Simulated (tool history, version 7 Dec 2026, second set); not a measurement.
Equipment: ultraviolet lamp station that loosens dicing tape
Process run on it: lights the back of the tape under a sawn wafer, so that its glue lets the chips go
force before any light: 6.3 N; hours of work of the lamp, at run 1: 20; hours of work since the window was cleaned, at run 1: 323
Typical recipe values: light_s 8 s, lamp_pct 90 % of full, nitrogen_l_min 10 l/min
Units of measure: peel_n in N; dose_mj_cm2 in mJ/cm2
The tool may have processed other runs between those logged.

run,day,light_s,lamp_pct,nitrogen_l_min,hours of work of the lamp,hours of work since the window was cleaned,peel_n,dose_mj_cm2
1,0,8,90,10,20,323,0.777,567
2,0.258,8,90,10,24,327,0.845,559
3,0.667,8,90,10,31,334,0.776,559
4,1.046,15,90,10,37,340,0.327,1041
5,1.254,15,90,10,40,343,0.319,1044
6,1.742,14,90,9,48,351,0.365,969
7,2.067,14,90,9,53,356,0.365,957
8,2.512,8,87,11,60,363,0.845,524
9,2.812,8,84,6,65,368,1.27,509
10,3.042,8,84,6,69,372,1.26,503

Some steps in peel_n, run to run, broken into two amounts with sign: the step expected even without the hidden condition (settings, incoming material, random variation), and the rest, left for the hidden condition together with whatever gauge scatter is not in both the measured and the hidden-condition-free result:
Unlogged tool condition in this case: lamp's light, % of a new lamp's; light that the window lets through, % of a clean one's; drift of the gauge itself on peel_n, %; drift of the gauge itself on dose_mj_cm2, %.
Run 7 -> 8: light_s 14 -> 8, lamp_pct 90 -> 87, nitrogen_l_min 9 -> 11. peel_n +0.48 N: hidden state +0.129, all else +0.351.

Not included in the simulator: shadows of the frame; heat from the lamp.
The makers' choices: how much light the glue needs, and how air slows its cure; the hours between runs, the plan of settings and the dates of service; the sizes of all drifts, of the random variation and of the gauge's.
